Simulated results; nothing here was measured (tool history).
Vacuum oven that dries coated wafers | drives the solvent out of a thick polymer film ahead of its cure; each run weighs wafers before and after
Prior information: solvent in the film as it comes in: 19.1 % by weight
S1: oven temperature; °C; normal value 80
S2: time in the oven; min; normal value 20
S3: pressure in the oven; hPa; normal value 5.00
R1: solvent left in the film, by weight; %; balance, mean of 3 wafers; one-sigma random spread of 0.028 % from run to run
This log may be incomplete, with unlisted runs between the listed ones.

run 1 hour=0.0 | S1=80 S2=20 S3=5.00 | R1=1.51
run 2 hour=35.3 | S1=80 S2=20 S3=5.00 | R1=1.54
run 3 hour=79.7 | S1=80 S2=20 S3=5.00 | R1=1.49
run 4 hour=115.1 | S1=80 S2=20 S3=5.00 | R1=1.47
run 5 hour=188.0 | S1=80 S2=20 S3=5.00 | R1=1.45
run 6 hour=243.0 | S1=80 S2=20 S3=5.00 | R1=1.53
run 7 hour=303.2 | S1=80 S2=20 S3=5.00 | R1=1.48
run 8 hour=359.9 | S1=80 S2=20 S3=5.00 | R1=1.45
run 9 hour=418.5 | S1=80 S2=20 S3=5.00 | R1=1.48
run 10 hour=485.5 | S1=80 S2=20 S3=5.00 | R1=1.42
run 11 hour=530.9 | S1=80 S2=20 S3=5.00 | R1=1.46
run 12 hour=588.9 | S1=80 S2=20 S3=6.95 | R1=1.60
run 13 hour=649.6 | S1=80 S2=20 S3=6.95 | R1=1.57
run 14 hour=710.8 | S1=80 S2=20 S3=6.95 | R1=1.62
run 15 hour=750.2 | S1=80 S2=20 S3=6.95 | R1=1.60
run 16 hour=805.9 | S1=80 S2=20 S3=5.00 | R1=1.49
run 17 hour=847.6 | S1=80 S2=20 S3=5.00 | R1=1.43
run 18 hour=922.2 | S1=80 S2=20 S3=5.00 | R1=1.46
run 19 hour=992.0 | S1=80 S2=20 S3=5.00 | R1=1.43
run 20 hour=1066.7 | S1=80 S2=20 S3=5.00 | R1=1.44
run 21 hour=1099.7 | S1=80 S2=20 S3=5.00 | R1=1.50
-- hour=1114.6 oven's thermocouples calibrated
run 22 hour=1178.6 | S1=80 S2=20 S3=5.00 | R1=1.60
run 23 hour=1227.6 | S1=88 S2=25 S3=3.45 | R1=0.45
run 24 hour=1267.3 | S1=88 S2=25 S3=3.45 | R1=0.43
run 25 hour=1302.0 | S1=83 S2=25 S3=5.43 | R1=0.91
run 26 hour=1359.8 | S1=83 S2=25 S3=5.43 | R1=0.76
run 27 hour=1401.5 | S1=83 S2=25 S3=5.43 | R1=0.84
run 28 hour=1475.4 | S1=89 S2=25 S3=7.27 | R1=0.60
run 29 hour=1556.7 | S1=89 S2=25 S3=7.27 | R1=0.65
run 30 hour=1615.0 | S1=73 S2=19 S3=16.25 | R1=4.11
run 31 hour=1668.8 | S1=70 S2=30 S3=5.00 | R1=2.12
run 32 hour=1749.7 | S1=71 S2=23 S3=5.00 | R1=2.87
run 33 hour=1824.1 | S1=71 S2=29 S3=7.68 | R1=2.34
-- hour=1849.0 vacuum gauge cleaned of residue and calibrated
run 34 hour=1874.0 | S1=79 S2=23 S3=5.00 | R1=1.17
run 35 hour=1925.7 | S1=87 S2=23 S3=17.42 | R1=1.20

Run 36 is up next; what results do you expect?
run 36 hour=2006.8 | S1=87 S2=23 S3=17.42 | R1=?

{"run 36": {"R1": 1.22}}
With no hidden state in the tool, this same run would have given R1 1.23 %.
